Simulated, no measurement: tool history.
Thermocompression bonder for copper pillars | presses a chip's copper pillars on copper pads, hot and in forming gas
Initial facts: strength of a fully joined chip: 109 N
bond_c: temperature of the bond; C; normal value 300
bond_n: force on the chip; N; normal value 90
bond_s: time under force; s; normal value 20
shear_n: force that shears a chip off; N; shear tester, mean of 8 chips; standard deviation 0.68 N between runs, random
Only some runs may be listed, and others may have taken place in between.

| run | hour | bond_c | bond_n | bond_s | shear_n |
|---|---|---|---|---|---|
| 1 | 0 | 300 | 90 | 20 | 47.5 |
| 2 | 14.4 | 300 | 90 | 20 | 48.2 |
| 3 | 25.4 | 300 | 90 | 20 | 48.6 |
| 4 | 33.3 | 300 | 90 | 20 | 47.1 |
| 5 | 42.1 | 300 | 90 | 20 | 48 |
| 6 | 52 | 300 | 90 | 20 | 47.8 |
| 7 | 69.6 | 281 | 90 | 20 | 40.6 |
| 8 | 77.5 | 300 | 90 | 20 | 48 |
| 9 | 87.1 | 300 | 90 | 20 | 49 |
| 10 | 98.8 | 300 | 90 | 11 | 38.2 |
| 11 | 114.5 | 300 | 104 | 20 | 56.7 |
| 12 | 125.7 | 300 | 104 | 20 | 57.9 |
| 13 | 142 | 300 | 104 | 20 | 57.3 |
| 14 | 150.9 | 300 | 113 | 20 | 61.4 |
| 15 | 166.2 | 300 | 113 | 20 | 60.2 |
| 16 | 182.3 | 300 | 113 | 20 | 60.3 |
| 17 | 194.2 | 314 | 90 | 20 | 54.5 |
| 18 | 210.6 | 314 | 90 | 20 | 54.9 |
| 19 | 218.8 | 314 | 90 | 20 | 54.4 |
| 20 | 236 | 314 | 90 | 20 | 54.7 |
| 21 | 247.3 | 300 | 57 | 12 | 23.9 |
| 22 | 255.7 | 300 | 57 | 51 | 41.6 |
| 23 | 268.7 | 324 | 83 | 20 | 54.6 |
| 24 | 282.6 | 324 | 81 | 20 | 54.7 |
| 25 | 292.1 | 300 | 90 | 58 | 65.8 |
| 26 | 305.6 | 300 | 90 | 25 | 49.5 |
| 27 | 314.3 | 300 | 90 | 25 | 50 |
| 28 | 324.4 | 300 | 90 | 25 | 50.3 |
| 29 | 333 | 275 | 63 | 20 | 23.9 |
| 30 | 349.6 | 307 | 63 | 20 | 32.8 |
| 31 | 363 | 327 | 58 | 20 | 36.5 |
| 32 | 372.4 | 327 | 58 | 20 | 35.6 |
| 33 | 388.8 | 273 | 84 | 41 | 44.7 |
| 34 | 406 | 273 | 84 | 41 | 44 |
| 35 | 422.5 | 273 | 56 | 60 | 30.8 |
| 36 | 438 | 273 | 56 | 60 | 31.6 |
| 37 | 454.5 | 303 | 127 | 48 | 83.4 |
| 38 | 470.7 | 303 | 127 | 48 | 82.4 |
| 39 | 485.8 | 303 | 90 | 44 | 63.6 |
| 40 | 493.6 | 303 | 90 | 44 | 63.6 |

Not shown: 2 entries that the log had between the listed runs. Between which runs, and how does the tool's hidden state differ before and after?
Runs 19 to 20: heater calibrated with a thermocouple chip (hour 222.4)
  true temperature of the bond over the reading, C: 4.9 -> 5.6; force that reaches the chip, % of what is set: 101.5 -> 101.6; oxide that the forming gas leaves, % of the face: 2.51 -> 2.59
  measured value less the no-hidden-state value, shear_n: +1.8 -> +2.1 N
Runs 24 to 25: heater calibrated with a thermocouple chip, once more (hour 286.2)
  true temperature of the bond over the reading, C: 6 -> -0.1; oxide that the forming gas leaves, % of the face: 2.82 -> 2.86
  measured value less the no-hidden-state value, shear_n: +2.2 -> -0.6 N

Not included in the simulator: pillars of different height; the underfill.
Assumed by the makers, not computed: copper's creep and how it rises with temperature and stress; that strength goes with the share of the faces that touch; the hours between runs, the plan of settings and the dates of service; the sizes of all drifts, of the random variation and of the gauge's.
